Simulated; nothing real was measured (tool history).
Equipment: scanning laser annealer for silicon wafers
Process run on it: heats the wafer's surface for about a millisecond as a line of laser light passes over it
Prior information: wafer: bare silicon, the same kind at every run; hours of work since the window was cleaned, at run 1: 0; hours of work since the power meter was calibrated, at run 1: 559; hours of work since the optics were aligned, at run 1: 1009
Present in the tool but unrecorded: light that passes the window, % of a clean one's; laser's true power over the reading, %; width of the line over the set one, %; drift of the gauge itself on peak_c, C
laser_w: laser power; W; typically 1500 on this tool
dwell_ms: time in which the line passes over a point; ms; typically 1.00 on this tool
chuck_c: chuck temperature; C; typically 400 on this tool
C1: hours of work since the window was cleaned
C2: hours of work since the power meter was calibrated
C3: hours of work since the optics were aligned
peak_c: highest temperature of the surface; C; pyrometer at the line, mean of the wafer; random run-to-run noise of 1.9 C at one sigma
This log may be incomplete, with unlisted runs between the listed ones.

run 1 day=0.000 | laser_w=1500 dwell_ms=1.00 chuck_c=400 | C1=0 C2=559 C3=1009 | peak_c=1240
run 2 day=1.088 | laser_w=1500 dwell_ms=1.24 chuck_c=400 | C1=20 C2=579 C3=1028 | peak_c=1328
run 3 day=2.221 | laser_w=1500 dwell_ms=1.00 chuck_c=400 | C1=40 C2=599 C3=1049 | peak_c=1233
run 4 day=3.412 | laser_w=1500 dwell_ms=1.00 chuck_c=400 | C1=62 C2=621 C3=1070 | peak_c=1235
run 5 day=4.142 | laser_w=1500 dwell_ms=1.00 chuck_c=400 | C1=75 C2=634 C3=1084 | peak_c=1237
run 6 day=4.912 | laser_w=1500 dwell_ms=1.00 chuck_c=389 | C1=89 C2=648 C3=1098 | peak_c=1228
run 7 day=5.929 | laser_w=1500 dwell_ms=1.00 chuck_c=389 | C1=107 C2=666 C3=1116 | peak_c=1227
-- day=6.121 laser's power meter calibrated
run 8 day=6.842 | laser_w=1416 dwell_ms=1.00 chuck_c=400 | C1=122 C2=13 C3=1130 | peak_c=1191
-- day=8.208 laser's power meter calibrated, once more
run 9 day=8.267 | laser_w=1358 dwell_ms=1.22 chuck_c=400 | C1=145 C2=1 C3=1154 | peak_c=1234
run 10 day=8.908 | laser_w=1500 dwell_ms=1.00 chuck_c=436 | C1=157 C2=13 C3=1165 | peak_c=1271
run 11 day=9.854 | laser_w=1577 dwell_ms=0.99 chuck_c=436 | C1=174 C2=30 C3=1182 | peak_c=1303

Consider 5 possible next runs. They are alternatives, not a sequence: every one starts from the tool as it was left by run 11. What does each give?
run A day=10.825 | laser_w=1460 dwell_ms=1.00 chuck_c=400 | C1=191 C2=47 C3=1200 | peak_c=?
run B day=10.825 | laser_w=1500 dwell_ms=1.07 chuck_c=398 | C1=191 C2=47 C3=1200 | peak_c=?
run C day=10.825 | laser_w=1332 dwell_ms=1.25 chuck_c=375 | C1=191 C2=47 C3=1200 | peak_c=?
run D day=10.825 | laser_w=1448 dwell_ms=0.86 chuck_c=361 | C1=191 C2=47 C3=1200 | peak_c=?
run E day=10.825 | laser_w=1500 dwell_ms=1.02 chuck_c=400 | C1=191 C2=47 C3=1200 | peak_c=?

run=A peak_c=1208
run=B peak_c=1258
run=C peak_c=1202
run=D peak_c=1110
run=E peak_c=1239
The same runs, with their run-to-run variation unchanged, on a tool lacking any hidden condition would have given:
run=A peak_c=1219
run=B peak_c=1269
run=C peak_c=1213
run=D peak_c=1120
run=E peak_c=1250
